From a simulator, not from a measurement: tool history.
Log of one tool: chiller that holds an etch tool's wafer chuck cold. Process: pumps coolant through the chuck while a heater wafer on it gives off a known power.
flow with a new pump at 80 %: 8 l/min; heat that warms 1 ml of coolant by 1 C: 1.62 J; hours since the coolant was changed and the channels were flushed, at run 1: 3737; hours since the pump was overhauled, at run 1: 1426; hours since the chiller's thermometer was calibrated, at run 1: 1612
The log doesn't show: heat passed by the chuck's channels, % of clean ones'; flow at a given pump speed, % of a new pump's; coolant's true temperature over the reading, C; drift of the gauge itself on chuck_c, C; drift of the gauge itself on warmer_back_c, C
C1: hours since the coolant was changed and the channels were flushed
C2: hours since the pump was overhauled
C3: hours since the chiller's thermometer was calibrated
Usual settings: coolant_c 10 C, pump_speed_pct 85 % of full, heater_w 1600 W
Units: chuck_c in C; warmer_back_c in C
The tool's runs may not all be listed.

Run 1, hour 0: usual settings; C1 3737; C2 1426; C3 1612. Result: chuck_c 25.3 C, warmer_back_c 6.98 C.
Run 2, hour 78.7: usual settings; C1 3816; C2 1505; C3 1691. Result: chuck_c 25.4 C, warmer_back_c 7.05 C.
Run 3, hour 172.9: usual settings but pump_speed_pct 66 % of full; C1 3910; C2 1599; C3 1785. Result: chuck_c 28 C, warmer_back_c 9.1 C.
Run 4, hour 295.6: usual settings but pump_speed_pct 66 % of full; C1 4033; C2 1722; C3 1908. Result: chuck_c 27.9 C, warmer_back_c 9.12 C.
Run 5, hour 419.9: usual settings but coolant_c 5 C, pump_speed_pct 66 % of full; C1 4157; C2 1846; C3 2032. Result: chuck_c 22.8 C, warmer_back_c 9.19 C.
Run 6, hour 496.4: usual settings but coolant_c 5 C, pump_speed_pct 66 % of full; C1 4233; C2 1922; C3 2109. Result: chuck_c 23 C, warmer_back_c 9.28 C.
Run 7, hour 618.8: usual settings but coolant_c 5 C, pump_speed_pct 66 % of full; C1 4356; C2 2045; C3 2231. Result: chuck_c 22.9 C, warmer_back_c 9.26 C.
Run 8, hour 721.9: usual settings but coolant_c 5 C, pump_speed_pct 66 % of full; C1 4459; C2 2148; C3 2334. Result: chuck_c 22.8 C, warmer_back_c 9.32 C.
At hour 816.6: coolant changed, channels flushed.
Run 9, hour 844.3: usual settings but heater_w 838 W; C1 28; C2 2264; C3 2451. Result: chuck_c 18 C, warmer_back_c 3.97 C.
Run 10, hour 926.9: usual settings but coolant_c 5 C, pump_speed_pct 99 % of full, heater_w 1170 W; C1 110; C2 2347; C3 2533. Result: chuck_c 15.1 C, warmer_back_c 4.68 C.
Run 11, hour 1037.7: usual settings but coolant_c 16 C, heater_w 1501 W; C1 221; C2 2458; C3 2644. Result: chuck_c 30.3 C, warmer_back_c 6.95 C.
Run 12, hour 1163: usual settings but coolant_c 8 C, pump_speed_pct 63 % of full, heater_w 987 W; C1 346; C2 2583; C3 2769. Result: chuck_c 19.5 C, warmer_back_c 6.28 C.
Run 13, hour 1264: usual settings but coolant_c 8 C, pump_speed_pct 63 % of full, heater_w 987 W; C1 447; C2 2684; C3 2870. Result: chuck_c 19.4 C, warmer_back_c 6.35 C.
At hour 1274.7: gauge calibrated.
Run 14, hour 1324.9: usual settings but coolant_c 8 C, pump_speed_pct 63 % of full, heater_w 987 W; C1 508; C2 2745; C3 2931. Result: chuck_c 19.5 C, warmer_back_c 5.88 C.
Run 15, hour 1405.8: usual settings but coolant_c 19 C, pump_speed_pct 63 % of full, heater_w 1450 W; C1 589; C2 2826; C3 3012. Result: chuck_c 35.6 C, warmer_back_c 8.71 C.

Some steps in warmer_back_c between neighbouring runs. How much of each would the tool show without its hidden state too (settings, what came in, random variation), and how much is left for the hidden state, with any gauge scatter that isn't in both results?
Run 8 -> 9: coolant_c 5 -> 10, pump_speed_pct 66 -> 85, heater_w 1600 -> 838, coolant changed, channels flushed. warmer_back_c -5.35 C: hidden state +0.04, all else -5.39.
Run 13 -> 14: gauge calibrated. warmer_back_c -0.47 C: hidden state -0.44, all else -0.03.
